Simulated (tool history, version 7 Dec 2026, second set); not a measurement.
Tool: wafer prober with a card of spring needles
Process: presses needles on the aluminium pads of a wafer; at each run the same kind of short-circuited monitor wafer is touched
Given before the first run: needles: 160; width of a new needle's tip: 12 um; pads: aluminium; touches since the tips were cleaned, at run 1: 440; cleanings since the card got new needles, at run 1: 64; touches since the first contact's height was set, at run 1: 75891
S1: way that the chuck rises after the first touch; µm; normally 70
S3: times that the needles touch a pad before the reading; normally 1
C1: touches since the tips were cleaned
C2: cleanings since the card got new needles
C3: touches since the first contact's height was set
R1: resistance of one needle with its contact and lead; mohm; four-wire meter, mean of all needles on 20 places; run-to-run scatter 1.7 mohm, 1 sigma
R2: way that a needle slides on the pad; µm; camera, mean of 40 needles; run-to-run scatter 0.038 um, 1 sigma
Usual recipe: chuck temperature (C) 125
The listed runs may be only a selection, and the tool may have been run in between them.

{"run": 1, "hour": 0.0, "S1": 70, "chuck temperature (C)": 125, "S3": 1, "C1": 440, "C2": 64, "C3": 75891, "R1": 175, "R2": 19.18}
{"hour": 15.0, "done": "tips cleaned on abrasive film"}
{"run": 2, "hour": 24.8, "S1": 70, "chuck temperature (C)": 125, "S3": 1, "C1": 2824, "C2": 65, "C3": 82984, "R1": 175, "R2": 19.18}
{"hour": 31.4, "done": "tips cleaned on abrasive film"}
{"hour": 44.6, "done": "height of the first contact set anew"}
{"hour": 50.4, "done": "tips cleaned on abrasive film"}
{"run": 3, "hour": 51.0, "S1": 70, "chuck temperature (C)": 125, "S3": 1, "C1": 164, "C2": 67, "C3": 1807, "R1": 174, "R2": 19.23}
{"hour": 67.8, "done": "tips cleaned on abrasive film"}
{"hour": 83.7, "done": "tips cleaned on abrasive film"}
{"run": 4, "hour": 83.7, "S1": 70, "chuck temperature (C)": 125, "S3": 1, "C1": 0, "C2": 69, "C3": 11136, "R1": 173, "R2": 19.32}
{"hour": 99.9, "done": "tips cleaned on abrasive film"}
{"hour": 117.0, "done": "tips cleaned on abrasive film"}
{"run": 5, "hour": 119.7, "S1": 70, "chuck temperature (C)": 125, "S3": 1, "C1": 784, "C2": 71, "C3": 21425, "R1": 173, "R2": 19.24}
{"hour": 133.8, "done": "tips cleaned on abrasive film"}
{"hour": 149.7, "done": "tips cleaned on abrasive film"}
{"run": 6, "hour": 149.7, "S1": 70, "chuck temperature (C)": 125, "S3": 1, "C1": 0, "C2": 73, "C3": 29965, "R1": 173, "R2": 19.32}
{"hour": 166.4, "done": "tips cleaned on abrasive film"}
{"run": 7, "hour": 176.4, "S1": 70, "chuck temperature (C)": 125, "S3": 1, "C1": 2869, "C2": 74, "C3": 37606, "R1": 175, "R2": 19.27}
{"hour": 183.6, "done": "tips cleaned on abrasive film"}
{"run": 8, "hour": 198.1, "S1": 52, "chuck temperature (C)": 62, "S3": 3, "C1": 4169, "C2": 75, "C3": 43819, "R1": 162, "R2": 14.38}
{"hour": 200.2, "done": "tips cleaned on abrasive film"}
{"hour": 216.8, "done": "tips cleaned on abrasive film"}
{"run": 9, "hour": 222.2, "S1": 51, "chuck temperature (C)": 66, "S3": 1, "C1": 1541, "C2": 77, "C3": 50664, "R1": 162, "R2": 14.11}
{"hour": 233.1, "done": "tips cleaned on abrasive film"}
{"hour": 250.3, "done": "tips cleaned on abrasive film"}
{"run": 10, "hour": 253.3, "S1": 81, "chuck temperature (C)": 118, "S3": 2, "C1": 856, "C2": 79, "C3": 59530, "R1": 171, "R2": 22.45}
{"hour": 268.9, "done": "tips cleaned on abrasive film"}
{"run": 11, "hour": 274.7, "S1": 81, "chuck temperature (C)": 118, "S3": 2, "C1": 1654, "C2": 80, "C3": 65658, "R1": 172, "R2": 22.51}
{"hour": 284.8, "done": "tips cleaned on abrasive film"}
{"hour": 303.2, "done": "tips cleaned on abrasive film"}
{"run": 12, "hour": 310.5, "S1": 81, "chuck temperature (C)": 118, "S3": 2, "C1": 2100, "C2": 82, "C3": 75886, "R1": 172, "R2": 22.56}
{"hour": 320.3, "done": "tips cleaned on abrasive film"}
{"hour": 336.8, "done": "tips cleaned on abrasive film"}
{"run": 13, "hour": 346.8, "S1": 56, "chuck temperature (C)": 82, "S3": 2, "C1": 2855, "C2": 84, "C3": 86232, "R1": 165, "R2": 15.58}

Below are 3 alternative next runs, each starting from the tool's condition after run 13. Predict each:
{"hour": 354.7, "done": "tips cleaned on abrasive film"}
{"hour": 355.0, "done": "height of the first contact set anew"}
{"run": "A", "hour": 370.1, "S1": 82, "chuck temperature (C)": 82, "S3": 2, "C1": 4327, "C2": 85, "C3": 4327, "R1": "?", "R2": "?"}
{"hour": 354.7, "done": "tips cleaned on abrasive film"}
{"hour": 355.0, "done": "height of the first contact set anew"}
{"run": "B", "hour": 370.1, "S1": 85, "chuck temperature (C)": 82, "S3": 2, "C1": 4327, "C2": 85, "C3": 4327, "R1": "?", "R2": "?"}
{"hour": 354.7, "done": "tips cleaned on abrasive film"}
{"hour": 355.0, "done": "height of the first contact set anew"}
{"run": "C", "hour": 370.1, "S1": 67, "chuck temperature (C)": 125, "S3": 1, "C1": 4327, "C2": 85, "C3": 4327, "R1": "?", "R2": "?"}

run=A R1=166 R2=22.84
run=B R1=164 R2=23.7
run=C R1=175 R2=18.67
Without the tool's hidden state the same runs would have given:
run=A R1=166 R2=22.43
run=B R1=164 R2=23.27
run=C R1=175 R2=18.33
